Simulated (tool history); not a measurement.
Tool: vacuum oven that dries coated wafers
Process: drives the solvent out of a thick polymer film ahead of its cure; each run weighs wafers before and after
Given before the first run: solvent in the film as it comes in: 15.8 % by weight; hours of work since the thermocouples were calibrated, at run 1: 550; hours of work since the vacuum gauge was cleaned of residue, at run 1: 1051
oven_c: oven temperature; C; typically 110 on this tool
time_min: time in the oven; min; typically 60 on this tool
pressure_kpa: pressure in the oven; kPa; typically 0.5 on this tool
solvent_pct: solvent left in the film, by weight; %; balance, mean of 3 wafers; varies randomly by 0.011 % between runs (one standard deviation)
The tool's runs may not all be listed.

run	hour	oven_c	time_min	pressure_kpa	hours of work since the thermocouples were calibrated	hours of work since the vacuum gauge was cleaned of residue	solvent_pct
1	0	110	60	0.5	550	1051	0.87
2	30.7	110	82	0.5	563	1064	0.46
3	76.5	110	72	0.5	582	1083	0.59
4	141.6	110	72	0.5	609	1111	0.58
5	180.8	110	72	0.5	626	1127	0.58
6	230.3	110	72	0.5	647	1148	0.59
7	283.8	110	72	0.5	669	1171	0.6
# hour 346.4: oven's thermocouples calibrated
8	346.4	110	72	0.5	0	1196	0.68
9	381.2	110	72	0.5	15	1211	0.64
10	438.4	116	60	0.5	39	1235	0.43
11	507.6	116	60	0.5	68	1264	0.46
12	544.1	110	60	0.5	83	1280	0.96
13	594.8	110	60	0.5	105	1301	0.95
14	641.2	110	64	0.5	124	1321	0.82
15	694.7	110	64	0.5	147	1343	0.83
16	728.1	110	64	0.5	161	1357	0.83
17	789.3	110	60	0.5	187	1383	0.95
18	862.5	110	60	0.5	218	1414	0.92
19	899.6	109	60	0.5	233	1430	1.07
20	971.3	109	60	0.5	264	1460	1.05
21	1035.9	109	60	0.5	291	1487	1.04
22	1085.3	105	60	0.5	312	1508	1.63
23	1139.3	105	60	0.5	334	1531	1.62
24	1211.9	117	74	0.439	365	1561	0.28
25	1253.6	124	65	0.443	383	1579	0.19
26	1323	109	98	0.5	412	1608	0.44
# hour 1331.2: vacuum gauge cleaned of residue and calibrated
27	1355.1	109	98	0.5	425	10	0.47
28	1420.6	109	106	0.566	452	38	0.48
29	1486.5	118	104	0.703	480	66	0.34
30	1523.8	101	50	1.888	496	81	3.75
# hour 1551.6: vacuum gauge cleaned of residue and calibrated, once more
31	1588.2	101	50	1.526	522	15	3.41
32	1646.9	96	79	0.399	547	40	2.21
33	1712	110	106	0.5	575	68	0.28
34	1743.6	110	106	0.5	588	81	0.27
35	1787.9	110	61	0.5	607	100	0.79
36	1826.5	116	75	0.5	623	116	0.25
37	1877.1	116	75	0.5	644	137	0.26
38	1916.3	116	75	0.5	661	154	0.24
39	1962.1	113	47	0.5	680	173	0.97
# hour 1997.6: oven's thermocouples calibrated
40	2021.2	116	35	0.254	10	197	1.32
41	2070	97	60	0.492	31	218	3.25
42	2144.3	97	60	0.492	62	249	3.24
43	2202.4	110	36	0.36	86	274	2.32
44	2263	118	60	0.5	112	299	0.32

Measured less the same run without the tool's hidden state. The same run-to-run variation is in both; the gauge's scatter may not be:
Hidden state present: true wafer temperature over the reading, C; true pressure over the reading, kPa; drift of the gauge itself on solvent_pct, %.
run	solvent_pct
1	+0.02
2	+0.04
3	+0.03
4	+0.03
5	+0.03
6	+0.03
7	+0.02
8	+0.1
9	+0.1
10	+0.08
11	+0.08
12	+0.1
13	+0.1
14	+0.1
15	+0.1
16	+0.09
17	+0.1
18	+0.09
19	+0.1
20	+0.1
21	+0.09
22	+0.1
23	+0.1
24	+0.07
25	+0.06
26	+0.09
27	+0.13
28	+0.14
29	+0.11
30	+0.11
31	-0.06
32	-0.06
33	+0
34	-0.01
35	-0.03
36	-0.01
37	-0.01
38	-0.01
39	-0.04
40	+0.04
41	+0.05
42	+0.05
43	+0.03
44	+0.02
